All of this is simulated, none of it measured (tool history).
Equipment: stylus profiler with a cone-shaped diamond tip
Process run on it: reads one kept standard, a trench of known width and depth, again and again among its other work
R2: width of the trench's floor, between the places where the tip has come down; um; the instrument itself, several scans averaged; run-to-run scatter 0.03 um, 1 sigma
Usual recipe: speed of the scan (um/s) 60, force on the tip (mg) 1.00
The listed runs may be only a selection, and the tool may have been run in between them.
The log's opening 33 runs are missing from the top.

run 34 hour=337.0 | speed_of_the_scan_(um/s)=72 force_on_the_tip_(mg)=1.36 | depth_of_the_trench_(nm)=504.23 R2=45.45
run 35 hour=345.5 | speed_of_the_scan_(um/s)=72 force_on_the_tip_(mg)=1.36 | depth_of_the_trench_(nm)=504.22 R2=45.38
run 36 hour=359.7 | speed_of_the_scan_(um/s)=31 force_on_the_tip_(mg)=0.98 | depth_of_the_trench_(nm)=503.80 R2=45.67
run 37 hour=371.8 | speed_of_the_scan_(um/s)=31 force_on_the_tip_(mg)=0.98 | depth_of_the_trench_(nm)=503.55 R2=45.70
run 38 hour=382.5 | speed_of_the_scan_(um/s)=31 force_on_the_tip_(mg)=0.98 | depth_of_the_trench_(nm)=503.71 R2=45.61
run 39 hour=393.7 | speed_of_the_scan_(um/s)=98 force_on_the_tip_(mg)=0.67 | depth_of_the_trench_(nm)=502.97 R2=44.87
run 40 hour=402.9 | speed_of_the_scan_(um/s)=126 force_on_the_tip_(mg)=0.65 | depth_of_the_trench_(nm)=503.00 R2=44.53
run 41 hour=415.7 | speed_of_the_scan_(um/s)=126 force_on_the_tip_(mg)=0.65 | depth_of_the_trench_(nm)=502.92 R2=44.46
run 42 hour=429.3 | speed_of_the_scan_(um/s)=126 force_on_the_tip_(mg)=0.65 | depth_of_the_trench_(nm)=503.25 R2=44.46
run 43 hour=443.3 | speed_of_the_scan_(um/s)=73 force_on_the_tip_(mg)=0.85 | depth_of_the_trench_(nm)=503.65 R2=45.18
run 44 hour=457.2 | speed_of_the_scan_(um/s)=54 force_on_the_tip_(mg)=0.71 | depth_of_the_trench_(nm)=503.17 R2=45.28
run 45 hour=465.2 | speed_of_the_scan_(um/s)=153 force_on_the_tip_(mg)=0.36 | depth_of_the_trench_(nm)=502.50 R2=43.55
run 46 hour=478.7 | speed_of_the_scan_(um/s)=46 force_on_the_tip_(mg)=1.38 | depth_of_the_trench_(nm)=504.81 R2=45.49

5 options for the next run, each taken on its own from the tool as it stands now. Forecast them:
run A hour=488.7 | speed_of_the_scan_(um/s)=97 force_on_the_tip_(mg)=0.38 | depth_of_the_trench_(nm)=? R2=?
run B hour=488.7 | speed_of_the_scan_(um/s)=76 force_on_the_tip_(mg)=0.45 | depth_of_the_trench_(nm)=? R2=?
run C hour=488.7 | speed_of_the_scan_(um/s)=172 force_on_the_tip_(mg)=1.00 | depth_of_the_trench_(nm)=? R2=?
run D hour=488.7 | speed_of_the_scan_(um/s)=78 force_on_the_tip_(mg)=0.63 | depth_of_the_trench_(nm)=? R2=?
run E hour=488.7 | speed_of_the_scan_(um/s)=20 force_on_the_tip_(mg)=1.02 | depth_of_the_trench_(nm)=? R2=?

run=A depth_of_the_trench_(nm)=502.77 R2=44.38
run=B depth_of_the_trench_(nm)=502.87 R2=44.77
run=C depth_of_the_trench_(nm)=503.63 R2=44.24
run=D depth_of_the_trench_(nm)=503.18 R2=44.91
run=E depth_of_the_trench_(nm)=503.91 R2=45.62
The same runs, with their run-to-run variation unchanged, on a tool lacking any hidden condition would have given:
run=A depth_of_the_trench_(nm)=501.63 R2=45.61
run=B depth_of_the_trench_(nm)=501.73 R2=46.00
run=C depth_of_the_trench_(nm)=502.49 R2=45.47
run=D depth_of_the_trench_(nm)=502.04 R2=46.15
run=E depth_of_the_trench_(nm)=502.77 R2=46.85

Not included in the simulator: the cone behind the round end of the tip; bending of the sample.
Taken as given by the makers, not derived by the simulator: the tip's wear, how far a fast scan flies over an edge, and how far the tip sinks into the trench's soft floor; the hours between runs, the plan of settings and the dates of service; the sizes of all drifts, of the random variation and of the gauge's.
